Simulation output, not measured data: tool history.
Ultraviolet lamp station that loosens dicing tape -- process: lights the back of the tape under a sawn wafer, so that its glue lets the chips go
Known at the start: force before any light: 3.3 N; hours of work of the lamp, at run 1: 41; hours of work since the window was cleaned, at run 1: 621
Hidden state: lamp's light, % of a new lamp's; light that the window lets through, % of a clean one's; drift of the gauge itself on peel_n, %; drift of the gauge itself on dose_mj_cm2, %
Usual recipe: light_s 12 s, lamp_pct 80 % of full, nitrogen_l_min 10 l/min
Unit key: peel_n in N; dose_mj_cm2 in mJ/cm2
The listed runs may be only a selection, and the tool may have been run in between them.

| run | hour | light_s | lamp_pct | nitrogen_l_min | hours of work of the lamp | hours of work since the window was cleaned | peel_n | dose_mj_cm2 |
|---|---|---|---|---|---|---|---|---|
| 1 | 0.0 | 12 | 80 | 10 | 41 | 621 | 0.175 | 302 |
| 2 | 16.0 | 12 | 80 | 10 | 53 | 633 | 0.177 | 300 |
| 3 | 32.1 | 12 | 80 | 10 | 65 | 645 | 0.161 | 296 |
|  | 43.8 | window cleaned of glue's vapour |
| 4 | 44.5 | 12 | 80 | 10 | 74 | 0 | 0.213 | 264 |
| 5 | 61.2 | 12 | 80 | 10 | 86 | 13 | 0.219 | 258 |
| 6 | 70.3 | 11 | 80 | 10 | 93 | 20 | 0.261 | 232 |
|  | 80.8 | window cleaned of glue's vapour, once more |
| 7 | 89.2 | 21 | 80 | 10 | 107 | 6 | 0.092 | 623 |
| 8 | 100.2 | 21 | 82 | 10 | 115 | 15 | 0.102 | 644 |
| 9 | 116.8 | 10 | 80 | 10 | 127 | 27 | 0.178 | 294 |
| 10 | 135.2 | 12 | 84 | 10 | 141 | 41 | 0.134 | 375 |
| 11 | 146.7 | 12 | 84 | 10 | 150 | 49 | 0.133 | 368 |
| 12 | 162.2 | 12 | 84 | 10 | 161 | 61 | 0.124 | 370 |
| 13 | 180.4 | 12 | 84 | 10 | 175 | 75 | 0.134 | 369 |
| 14 | 198.5 | 12 | 84 | 10 | 189 | 88 | 0.123 | 362 |
| 15 | 217.5 | 12 | 80 | 10 | 203 | 103 | 0.129 | 341 |
| 16 | 229.3 | 12 | 80 | 10 | 212 | 111 | 0.139 | 342 |
| 17 | 245.9 | 12 | 80 | 4 | 224 | 124 | 0.228 | 342 |
| 18 | 258.8 | 12 | 80 | 4 | 234 | 134 | 0.231 | 338 |
| 19 | 274.0 | 12 | 80 | 4 | 245 | 145 | 0.238 | 343 |
| 20 | 285.5 | 12 | 80 | 4 | 254 | 154 | 0.236 | 336 |
| 21 | 303.3 | 12 | 80 | 10 | 267 | 167 | 0.146 | 329 |
| 22 | 318.8 | 8 | 80 | 10 | 279 | 179 | 0.288 | 220 |
| 23 | 337.6 | 9 | 80 | 9 | 293 | 193 | 0.248 | 248 |
| 24 | 348.5 | 9 | 80 | 9 | 301 | 201 | 0.250 | 248 |
| 25 | 365.5 | 9 | 69 | 9 | 314 | 214 | 0.331 | 213 |
| 26 | 382.8 | 9 | 66 | 8 | 327 | 227 | 0.394 | 200 |
| 27 | 402.7 | 8 | 73 | 16 | 342 | 241 | 0.299 | 195 |
| 28 | 416.1 | 6 | 73 | 16 | 352 | 251 | 0.495 | 144 |
| 29 | 434.5 | 22 | 77 | 7 | 366 | 265 | 0.105 | 563 |
| 30 | 444.6 | 22 | 77 | 7 | 373 | 273 | 0.099 | 567 |
| 31 | 461.1 | 22 | 77 | 7 | 386 | 285 | 0.098 | 556 |
| 32 | 473.1 | 8 | 83 | 8 | 395 | 294 | 0.323 | 217 |
| 33 | 483.3 | 8 | 73 | 8 | 402 | 302 | 0.425 | 190 |
| 34 | 493.0 | 8 | 73 | 8 | 410 | 309 | 0.434 | 190 |
| 35 | 510.6 | 8 | 73 | 8 | 423 | 322 | 0.436 | 187 |
| 36 | 526.1 | 15 | 73 | 8 | 434 | 334 | 0.153 | 348 |
| 37 | 535.2 | 15 | 73 | 8 | 441 | 341 | 0.150 | 347 |
| 38 | 545.0 | 6 | 72 | 6 | 449 | 348 | 0.820 | 136 |
| 39 | 554.7 | 8 | 94 | 10 | 456 | 355 | 0.256 | 238 |
| 40 | 564.4 | 8 | 81 | 10 | 463 | 363 | 0.331 | 206 |
| 41 | 577.4 | 6 | 92 | 11 | 473 | 372 | 0.433 | 171 |
| 42 | 593.3 | 7 | 64 | 10 | 485 | 384 | 0.645 | 141 |
| 43 | 613.8 | 7 | 64 | 10 | 500 | 400 | 0.642 | 140 |

Predict each of these 4 candidate next runs independently; none follows another, all start after run 43:
| A | 627.1 | 12 | 80 | 11 | 510 | 410 | ? | ? |
| B | 627.1 | 17 | 74 | 12 | 510 | 410 | ? | ? |
| C | 627.1 | 6 | 92 | 3 | 510 | 410 | ? | ? |
| D | 627.1 | 12 | 63 | 10 | 510 | 410 | ? | ? |

| run | peel_n | dose_mj_cm2 |
|---|---|---|
| A | 0.170 | 295 |
| B | 0.116 | 389 |
| C | 0.851 | 172 |
| D | 0.263 | 238 |
What these runs would have given with no unlogged condition in the tool:
| run | peel_n | dose_mj_cm2 |
|---|---|---|
| A | 0.128 | 368 |
| B | 0.103 | 484 |
| C | 0.623 | 214 |
| D | 0.178 | 296 |

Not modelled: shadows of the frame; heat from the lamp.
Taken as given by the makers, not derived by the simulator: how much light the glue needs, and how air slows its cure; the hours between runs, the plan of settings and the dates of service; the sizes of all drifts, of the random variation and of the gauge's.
